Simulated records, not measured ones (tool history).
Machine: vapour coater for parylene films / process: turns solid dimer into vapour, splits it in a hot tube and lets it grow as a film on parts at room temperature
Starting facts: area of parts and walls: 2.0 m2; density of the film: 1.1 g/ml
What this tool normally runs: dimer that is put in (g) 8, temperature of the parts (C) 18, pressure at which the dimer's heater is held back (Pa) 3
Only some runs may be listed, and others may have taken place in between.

run	hour	dimer that is put in (g)	temperature of the parts (C)	pressure at which the dimer's heater is held back (Pa)	thickness of the film (um)
1	0	8	18	3	2.05
2	50.6	8	18	3	2.09
3	84.1	8	18	5.56	1.83
4	116.3	8	18	5.56	1.83
5	169.2	5	18	3	1.3
6	193.3	8	24	3	1.87
7	231.1	8	24	8.71	1.45
8	274.7	8	24	8.71	1.42
9	305	8	24	8.71	1.43
10	356	8	24	8.71	1.44
11	405	8	18	3	2.02
# hour 414.1: trap's valve overhauled
12	434.4	8	18	3	1.92
13	481.3	8	18	6.46	1.61
14	518.5	8	18	6.46	1.63
15	564.7	8	18	2.06	2.08
16	613.1	6	13	2.38	1.65
17	650.7	8	16	3	1.97
18	702.3	8	18	5.12	1.68
# hour 718.1: trap's valve overhauled, once more
19	742.9	8	18	5.12	1.88
20	769.8	8	18	5.12	1.87
21	810	10	20	7.55	2.04
22	862.1	10	20	7.55	2.04
23	892.8	8	18	3	2.07
24	934.9	9	29	2.06	2.07
25	967.5	7	19	3	1.78
26	1018.7	8	17	3	2.08
27	1045.6	8	17	3	2.09

3 options for the next run, each taken on its own from the tool as it stands now. Forecast them:
A	1085	6	17	3	?
B	1085	4	14	3	?
C	1085	11	29	2.13	?

run	thickness of the film (um)
A	1.55
B	1.08
C	2.49
Had the tool no hidden state, the same runs would have come out as:
run	thickness of the film (um)
A	1.59
B	1.11
C	2.56
